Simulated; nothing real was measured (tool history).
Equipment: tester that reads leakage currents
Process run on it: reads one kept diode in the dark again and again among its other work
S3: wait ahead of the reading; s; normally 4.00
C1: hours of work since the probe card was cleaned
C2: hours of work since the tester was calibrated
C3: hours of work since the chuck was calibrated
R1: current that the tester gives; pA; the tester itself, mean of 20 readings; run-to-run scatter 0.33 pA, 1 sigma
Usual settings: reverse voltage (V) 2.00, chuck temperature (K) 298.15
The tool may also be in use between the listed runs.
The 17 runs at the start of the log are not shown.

{"run": 18, "hour": 2202.5, "reverse voltage (V)": 2.0, "chuck temperature (K)": 297.15, "S3": 4.0, "C1": 376, "C2": 2398, "C3": 1774, "R1": 117.21}
{"run": 19, "hour": 2379.9, "reverse voltage (V)": 2.0, "chuck temperature (K)": 297.15, "S3": 0.46, "C1": 449, "C2": 2471, "C3": 1846, "R1": 118.96}
{"run": 20, "hour": 2551.8, "reverse voltage (V)": 2.0, "chuck temperature (K)": 297.15, "S3": 0.46, "C1": 519, "C2": 2541, "C3": 1916, "R1": 120.27}
{"run": 21, "hour": 2654.5, "reverse voltage (V)": 6.86, "chuck temperature (K)": 300.15, "S3": 0.48, "C1": 561, "C2": 2583, "C3": 1958, "R1": 290.08}
{"run": 22, "hour": 2791.2, "reverse voltage (V)": 3.27, "chuck temperature (K)": 305.15, "S3": 7.91, "C1": 617, "C2": 2639, "C3": 2014, "R1": 292.45}
{"run": 23, "hour": 2900.0, "reverse voltage (V)": 2.0, "chuck temperature (K)": 318.15, "S3": 0.92, "C1": 662, "C2": 2684, "C3": 2059, "R1": 594.55}
{"hour": 2973.4, "done": "chuck's temperature calibrated"}
{"run": 24, "hour": 3013.0, "reverse voltage (V)": 2.0, "chuck temperature (K)": 298.15, "S3": 4.0, "C1": 707, "C2": 2729, "C3": 16, "R1": 111.5}
{"run": 25, "hour": 3156.0, "reverse voltage (V)": 2.0, "chuck temperature (K)": 298.15, "S3": 4.0, "C1": 765, "C2": 2787, "C3": 75, "R1": 111.61}

Run 26 has not been measured yet. What should we expect?
{"run": 26, "hour": 3277.6, "reverse voltage (V)": 2.0, "chuck temperature (K)": 298.15, "S3": 4.0, "C1": 815, "C2": 2837, "C3": 124, "R1": "?"}

Run 26 gave R1 112.21 pA.
Were there no unlogged condition in the tool, this run, its random variation unchanged, would have produced R1 108.19 pA.
